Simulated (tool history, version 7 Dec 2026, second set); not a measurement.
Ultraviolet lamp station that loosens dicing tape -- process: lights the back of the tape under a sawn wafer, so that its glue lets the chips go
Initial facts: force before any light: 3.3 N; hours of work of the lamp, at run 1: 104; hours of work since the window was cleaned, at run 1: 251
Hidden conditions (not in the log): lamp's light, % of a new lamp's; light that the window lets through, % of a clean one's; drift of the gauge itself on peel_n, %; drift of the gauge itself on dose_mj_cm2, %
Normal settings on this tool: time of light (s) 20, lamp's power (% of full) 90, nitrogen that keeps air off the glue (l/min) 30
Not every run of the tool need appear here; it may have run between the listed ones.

run   hour  time of light (s)  lamp's power (% of full)  nitrogen that keeps air off the glue (l/min)  hours of work of the lamp  hours of work since the window was cleaned  force that peels the tape off (N)  light that reached the tape (mJ/cm²)
  1    0.0                 20                        90                                            30                        104                                         251                              0.342                                   670
  2   10.1                 20                        90                                            30                        111                                         258                              0.345                                   674
  3   24.0                 20                        90                                            16                        121                                         268                              0.453                                   674
  4   36.3                 20                        90                                            16                        130                                         277                              0.442                                   676
  5   48.4                 20                        77                                            30                        138                                         285                              0.479                                   572
  6   60.1                 20                        77                                            30                        147                                         294                              0.474                                   567
  7   67.5                 20                        77                                            30                        152                                         299                              0.470                                   565
  8   75.7                 20                        77                                            30                        158                                         305                              0.453                                   574
  9   87.8                 20                        77                                            30                        166                                         313                              0.470                                   565
 10   95.8                 20                        77                                            30                        172                                         319                              0.475                                   568
 11  106.5                 20                        85                                            30                        180                                         327                              0.400                                   623
     113.2  -- gauge calibrated
 12  117.0                 20                        85                                            30                        187                                         334                              0.386                                   634
 13  128.6                 20                        85                                            30                        196                                         343                              0.374                                   630
 14  136.5                 20                        90                                            30                        201                                         348                              0.344                                   671
 15  146.7                 20                        90                                            30                        208                                         356                              0.349                                   663
 16  152.6                 20                        90                                            14                        213                                         360                              0.495                                   668
 17  161.2                 20                        90                                            14                        219                                         366                              0.479                                   656
 18  173.4                 20                        90                                            14                        228                                         375                              0.470                                   662
 19  182.4                 20                        79                                            30                        234                                         381                              0.435                                   580
 20  190.1                 20                        72                                            30                        239                                         387                              0.529                                   525
 21  202.0                 20                        72                                            30                        248                                         395                              0.495                                   532
 22  208.1                 20                        90                                            30                        252                                         399                              0.352                                   663
 23  219.1                 10                        90                                            19                        260                                         407                              1.166                                   326
 24  228.8                 10                        90                                            19                        267                                         414                              1.091                                   331
 25  242.5                 20                        89                                            35                        277                                         424                              0.351                                   640
     245.4  -- window cleaned of glue's vapour
 26  252.8                 12                        83                                            35                        284                                           5                              0.846                                   356
 27  259.5                 12                        83                                            35                        289                                          10                              0.848                                   356
 28  270.0                 13                        90                                            12                        296                                          18                              0.967                                   422
 29  280.7                 11                        90                                            14                        304                                          25                              1.081                                   351

Forecast run 30:
 30  287.5                 12                        90                                            30                        309                                          30                                  ?                                     ?

{"run 30": {"force that peels the tape off (N)": 0.768, "light that reached the tape (mJ/cm²)": 387}}
The same run, on a tool lacking any hidden state, would have yielded force that peels the tape off (N) 0.767, light that reached the tape (mJ/cm²) 405.
